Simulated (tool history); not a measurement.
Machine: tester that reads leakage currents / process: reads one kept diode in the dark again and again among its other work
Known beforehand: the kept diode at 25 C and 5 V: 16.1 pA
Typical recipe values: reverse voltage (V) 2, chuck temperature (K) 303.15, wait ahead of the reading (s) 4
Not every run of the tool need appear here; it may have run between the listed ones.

| run | hour | reverse voltage (V) | chuck temperature (K) | wait ahead of the reading (s) | current that the tester gives (pA) |
|---|---|---|---|---|---|
| 1 | 0 | 2 | 303.15 | 4 | 16.43 |
| 2 | 87.5 | 2 | 303.15 | 4 | 16.4 |
| 3 | 195.6 | 2 | 303.15 | 4 | 16.39 |
| 4 | 287.9 | 2 | 303.15 | 1.4 | 16.66 |
| 5 | 395.9 | 2 | 303.15 | 4 | 16.29 |
| 6 | 514.2 | 2 | 303.15 | 4 | 16.18 |
| 7 | 585.7 | 2 | 303.15 | 4 | 16.26 |
| 8 | 721 | 2 | 303.15 | 4 | 16.18 |
| 9 | 852.6 | 5.69 | 303.15 | 4 | 26.3 |
| 10 | 985.1 | 5.69 | 303.15 | 4 | 26.46 |
| 11 | 1076.7 | 5.69 | 303.15 | 4 | 26.41 |
| 12 | 1185.3 | 5.69 | 303.15 | 4 | 26.55 |
| 13 | 1335.1 | 5.69 | 303.15 | 4 | 26.63 |
| 14 | 1450.9 | 5.69 | 303.15 | 4 | 26.52 |
| 15 | 1580.6 | 2 | 303.15 | 3.19 | 15.95 |
| 16 | 1668 | 2 | 303.15 | 3.19 | 15.99 |
| 17 | 1733.3 | 2 | 303.15 | 3.19 | 15.94 |
|  | 1773.5 | probe card cleaned and baked |
| 18 | 1870 | 2 | 303.15 | 3.19 | 13.95 |
| 19 | 1977.3 | 2 | 303.15 | 3.19 | 13.86 |
|  | 2066.2 | chuck's temperature calibrated |
| 20 | 2088 | 2.11 | 303.15 | 4 | 17.01 |
|  | 2103.3 | tester calibrated |
| 21 | 2225.8 | 3.03 | 299.15 | 1.88 | 14.91 |
| 22 | 2315.2 | 3.03 | 299.15 | 1.88 | 14.96 |
| 23 | 2382.6 | 3.03 | 299.15 | 1.88 | 14.87 |
| 24 | 2535.8 | 2 | 306.15 | 4 | 20.21 |
|  | 2655.5 | tester calibrated, once more |
| 25 | 2676.5 | 7.45 | 303.15 | 2.36 | 29 |
| 26 | 2786.4 | 6.36 | 308.15 | 4 | 37.62 |
| 27 | 2939.4 | 5.42 | 308.15 | 1.77 | 35.48 |
| 28 | 3055.9 | 2 | 331.15 | 3.86 | 103.22 |
| 29 | 3134.4 | 3.34 | 323.15 | 3.86 | 76.3 |
| 30 | 3250.6 | 2 | 317.15 | 5.69 | 42.31 |
| 31 | 3390.7 | 2 | 317.15 | 5.69 | 42.12 |
| 32 | 3487.4 | 1.65 | 322.15 | 9.08 | 53.71 |
| 33 | 3618.8 | 4.7 | 299.15 | 4 | 17.92 |
| 34 | 3745.5 | 2 | 303.15 | 4.65 | 16.25 |
| 35 | 3883.6 | 2 | 303.15 | 4.65 | 16.15 |
| 36 | 4033 | 2 | 303.15 | 4.65 | 16.05 |
| 37 | 4124.3 | 2 | 303.15 | 4.65 | 16.01 |
| 38 | 4197.7 | 2.96 | 312.15 | 4 | 34.63 |
| 39 | 4289.2 | 2.43 | 325.15 | 0.41 | 74.56 |

5 options for the next run, each taken on its own from the tool as it stands now. Forecast them:
| A | 4420.4 | 2 | 296.15 | 7.63 | ? |
| B | 4420.4 | 4.12 | 325.15 | 0.41 | ? |
| C | 4420.4 | 11.07 | 325.15 | 1.88 | ? |
| D | 4420.4 | 2.43 | 309.15 | 0.31 | ? |
| E | 4420.4 | 2.43 | 325.15 | 7.62 | ? |

| run | current that the tester gives (pA) |
|---|---|
| A | 9.93 |
| B | 92.69 |
| C | 135.56 |
| D | 27.98 |
| E | 72.92 |
Stripped of hidden state, with their random variation kept, the same runs would have yielded:
| run | current that the tester gives (pA) |
|---|---|
| A | 9.91 |
| B | 98.8 |
| C | 141.9 |
| D | 29.29 |
| E | 78.37 |
